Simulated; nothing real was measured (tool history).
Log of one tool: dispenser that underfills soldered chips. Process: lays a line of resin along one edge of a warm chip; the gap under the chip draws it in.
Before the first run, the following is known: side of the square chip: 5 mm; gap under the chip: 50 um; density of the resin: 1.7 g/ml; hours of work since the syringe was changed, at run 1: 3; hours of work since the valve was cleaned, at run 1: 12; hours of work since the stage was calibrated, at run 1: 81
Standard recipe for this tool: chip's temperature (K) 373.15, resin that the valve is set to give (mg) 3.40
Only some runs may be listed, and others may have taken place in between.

| run | hour | chip's temperature (K) | resin that the valve is set to give (mg) | hours of work since the syringe was changed | hours of work since the valve was cleaned | hours of work since the stage was calibrated | time until the resin shows at the far edge (s) | resin that the valve gave (mg) |
|---|---|---|---|---|---|---|---|---|
| 1 | 0.0 | 373.15 | 3.40 | 3 | 12 | 81 | 31.4 | 3.40 |
| 2 | 2.7 | 373.15 | 4.38 | 5 | 13 | 83 | 36.3 | 4.38 |
| 3 | 6.3 | 370.15 | 3.40 | 7 | 16 | 85 | 49.3 | 3.36 |
|  | 8.9 | new syringe of resin |
| 4 | 10.3 | 370.15 | 3.40 | 1 | 19 | 88 | 28.9 | 3.40 |
| 5 | 12.8 | 370.15 | 3.40 | 3 | 20 | 90 | 33.6 | 3.39 |
| 6 | 17.0 | 373.15 | 3.40 | 6 | 23 | 93 | 37.3 | 3.28 |
| 7 | 20.1 | 373.15 | 3.40 | 8 | 25 | 95 | 44.3 | 3.37 |
|  | 21.8 | new syringe of resin |
| 8 | 22.5 | 373.15 | 3.40 | 0 | 27 | 96 | 25.7 | 3.33 |
| 9 | 24.4 | 380.15 | 3.40 | 2 | 28 | 98 | 21.6 | 3.34 |
| 10 | 28.7 | 378.15 | 3.99 | 5 | 31 | 101 | 29.0 | 3.92 |
| 11 | 31.8 | 373.15 | 4.13 | 7 | 33 | 103 | 41.9 | 4.08 |
| 12 | 34.1 | 362.15 | 3.29 | 9 | 35 | 104 | 74.6 | 3.19 |
|  | 34.6 | new syringe of resin |
| 13 | 37.6 | 362.15 | 3.29 | 2 | 37 | 107 | 46.8 | 3.15 |
| 14 | 41.2 | 362.15 | 3.29 | 5 | 40 | 109 | 56.2 | 3.30 |
| 15 | 44.8 | 362.15 | 3.29 | 7 | 42 | 112 | 67.9 | 3.20 |
| 16 | 46.7 | 359.15 | 3.50 | 8 | 44 | 113 | 84.4 | 3.46 |
|  | 47.4 | new syringe of resin |
| 17 | 49.1 | 378.15 | 3.29 | 1 | 45 | 115 | 21.8 | 3.20 |
| 18 | 52.6 | 382.15 | 3.57 | 4 | 48 | 117 | 21.9 | 3.49 |

Each row is a separate what-if for the run after 18, all from the same tool condition, not one after another. Results?
| A | 55.0 | 373.15 | 4.10 | 5 | 49 | 119 | ? | ? |
| B | 55.0 | 386.15 | 3.40 | 5 | 49 | 119 | ? | ? |
| C | 55.0 | 382.15 | 3.07 | 5 | 49 | 119 | ? | ? |

| run | time until the resin shows at the far edge (s) | resin that the valve gave (mg) |
|---|---|---|
| A | 35.4 | 4.01 |
| B | 21.8 | 3.28 |
| C | 26.2 | 3.02 |
Without the tool's hidden state the same runs would have given:
| run | time until the resin shows at the far edge (s) | resin that the valve gave (mg) |
|---|---|---|
| A | 23.3 | 4.11 |
| B | 14.5 | 3.36 |
| C | 17.3 | 3.10 |
